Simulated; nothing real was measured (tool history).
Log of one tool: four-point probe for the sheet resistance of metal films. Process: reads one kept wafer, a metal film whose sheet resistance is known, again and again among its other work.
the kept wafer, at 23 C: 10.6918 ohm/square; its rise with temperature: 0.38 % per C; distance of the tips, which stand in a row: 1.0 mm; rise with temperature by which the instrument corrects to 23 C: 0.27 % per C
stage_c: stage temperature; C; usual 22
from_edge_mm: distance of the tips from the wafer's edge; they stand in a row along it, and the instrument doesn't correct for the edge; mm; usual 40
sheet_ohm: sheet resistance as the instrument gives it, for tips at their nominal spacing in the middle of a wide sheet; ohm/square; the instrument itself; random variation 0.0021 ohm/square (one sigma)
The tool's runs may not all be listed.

run,day,stage_c,from_edge_mm,sheet_ohm
1,0,22,40,10.765073
2,0.925,22,40,10.766817
3,2.358,22,40,10.768968
4,3.308,22,40,10.768063
# day 3.804: stage's thermometer calibrated
5,4.096,22,40,10.742437
6,4.875,22,40,10.740965
7,5.875,29,40,10.818065
8,6.925,29,40,10.819934
9,7.825,29,40,10.819954
10,9.154,29,40,10.822317
11,9.942,29,40,10.820757
12,10.962,29,13,10.847573
13,11.8,29,13,10.850717
14,13.054,29,13,10.851006
15,14.388,22,48,10.750182
16,15.592,22,48,10.747775
17,17.092,22,48,10.751212
18,18.167,22,7,10.869257
19,19.358,22,7,10.866552
20,20.712,22,40,10.754019
21,22.112,22,40,10.760503
22,23.212,22,69,10.752265
23,24.05,22,30,10.760175
24,25.471,22,30,10.760599
25,26.162,30,30,10.851484
26,27.7,33,31,10.885133
27,29.121,34,6,11.047786
28,30.65,26,17,10.825924
29,31.554,26,17,10.82235
30,32.588,26,17,10.825318
31,33.567,32,24,10.883602
32,34.471,23,4,11.127268
33,35.367,34,38,10.896502
34,36.788,19,8,10.824587
35,38.021,19,8,10.823342
36,38.767,27,51,10.822454
37,39.625,23,18,10.799845
38,40.279,23,18,10.798962
39,41.612,23,18,10.800021
40,42.817,23,18,10.800165
41,44.012,33,18,10.908842

4 ways to go on from here, each from the tool as it stands after run 41. What would each give?
A,44.925,25,18,?
B,44.925,35,5,?
C,44.925,26,5,?
D,44.925,24,26,?

run,sheet_ohm
A,10.824378
B,11.140215
C,11.046101
D,10.801577
Without the tool's hidden state the same runs would have given:
run,sheet_ohm
A,10.733261
B,11.046934
C,10.953283
D,10.71061
